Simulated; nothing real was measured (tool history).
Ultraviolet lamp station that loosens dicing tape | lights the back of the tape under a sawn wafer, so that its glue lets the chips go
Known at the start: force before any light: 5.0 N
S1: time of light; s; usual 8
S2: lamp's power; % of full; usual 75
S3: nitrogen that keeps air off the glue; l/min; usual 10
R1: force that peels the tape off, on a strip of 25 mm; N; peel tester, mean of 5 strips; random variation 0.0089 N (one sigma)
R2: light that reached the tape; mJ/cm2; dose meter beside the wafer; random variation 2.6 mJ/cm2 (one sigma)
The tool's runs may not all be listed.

run	hour	S1	S2	S3	R1	R2
1	0.0	8	75	10	0.568	283
2	16.5	8	75	10	0.564	285
3	36.4	8	75	10	0.574	280
4	56.9	10	75	10	0.364	346
5	84.7	8	75	10	0.620	272
# hour 87.9: window cleaned of glue's vapour
6	101.5	8	69	10	0.699	242

Forecast run 7:
7	124.4	8	94	12	?	?

{"run 7": {"R1": 0.347, "R2": 332}}
Without the tool's hidden state the same run would have given R1 0.191 N, R2 434 mJ/cm2.
